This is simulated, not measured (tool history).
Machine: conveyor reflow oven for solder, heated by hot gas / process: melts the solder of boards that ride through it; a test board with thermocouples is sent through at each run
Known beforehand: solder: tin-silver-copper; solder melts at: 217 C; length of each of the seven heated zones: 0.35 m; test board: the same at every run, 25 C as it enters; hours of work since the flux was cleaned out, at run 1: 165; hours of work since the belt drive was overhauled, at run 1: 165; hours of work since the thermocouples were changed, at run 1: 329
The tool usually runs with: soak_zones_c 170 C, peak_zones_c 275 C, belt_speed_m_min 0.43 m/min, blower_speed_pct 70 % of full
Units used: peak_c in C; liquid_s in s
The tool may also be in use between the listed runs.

| run | hour | soak_zones_c | peak_zones_c | belt_speed_m_min | blower_speed_pct | hours of work since the flux was cleaned out | hours of work since the belt drive was overhauled | hours of work since the thermocouples were changed | peak_c | liquid_s |
|---|---|---|---|---|---|---|---|---|---|---|
| 1 | 0 | 170 | 275 | 0.43 | 70 | 165 | 165 | 329 | 260 | 78.6 |
| 2 | 16.4 | 170 | 275 | 0.43 | 72 | 176 | 176 | 340 | 260.4 | 79.5 |
| 3 | 26.7 | 170 | 265 | 0.43 | 72 | 183 | 183 | 346 | 250.8 | 71.6 |
|  | 33.8 | flux residue cleaned out of gas plates and filters |
| 4 | 53.3 | 170 | 265 | 0.43 | 72 | 13 | 197 | 361 | 252.1 | 73 |
| 5 | 67.2 | 170 | 265 | 0.43 | 73 | 22 | 206 | 370 | 252.1 | 73.3 |
| 6 | 78.9 | 170 | 286 | 0.43 | 70 | 30 | 214 | 378 | 270.9 | 86 |
| 7 | 100.2 | 170 | 286 | 0.43 | 70 | 44 | 228 | 392 | 270.8 | 86 |
| 8 | 110.6 | 170 | 286 | 0.43 | 70 | 50 | 235 | 398 | 270.4 | 86.1 |
| 9 | 132.7 | 170 | 286 | 0.43 | 70 | 65 | 249 | 413 | 270.5 | 86.1 |
| 10 | 146.9 | 170 | 271 | 0.43 | 64 | 74 | 258 | 422 | 255.1 | 75 |
| 11 | 171.9 | 170 | 271 | 0.43 | 64 | 91 | 275 | 439 | 254.4 | 74.9 |

What if the next run were any one of these 4? Each begins from the tool's condition after run 11:
| A | 189.7 | 170 | 276 | 0.456 | 63 | 102 | 286 | 450 | ? | ? |
| B | 189.7 | 170 | 276 | 0.43 | 51 | 102 | 286 | 450 | ? | ? |
| C | 189.7 | 166 | 275 | 0.482 | 70 | 102 | 286 | 450 | ? | ? |
| D | 189.7 | 170 | 288 | 0.43 | 70 | 102 | 286 | 450 | ? | ? |

| run | peak_c | liquid_s |
|---|---|---|
| A | 257.3 | 72 |
| B | 255.8 | 74.7 |
| C | 255.3 | 65.2 |
| D | 272.5 | 86.8 |
What these runs would have given with no unlogged condition in the tool:
| run | peak_c | liquid_s |
|---|---|---|
| A | 259.3 | 73.3 |
| B | 257.6 | 76.1 |
| C | 257.5 | 66.7 |
| D | 274.5 | 87.6 |
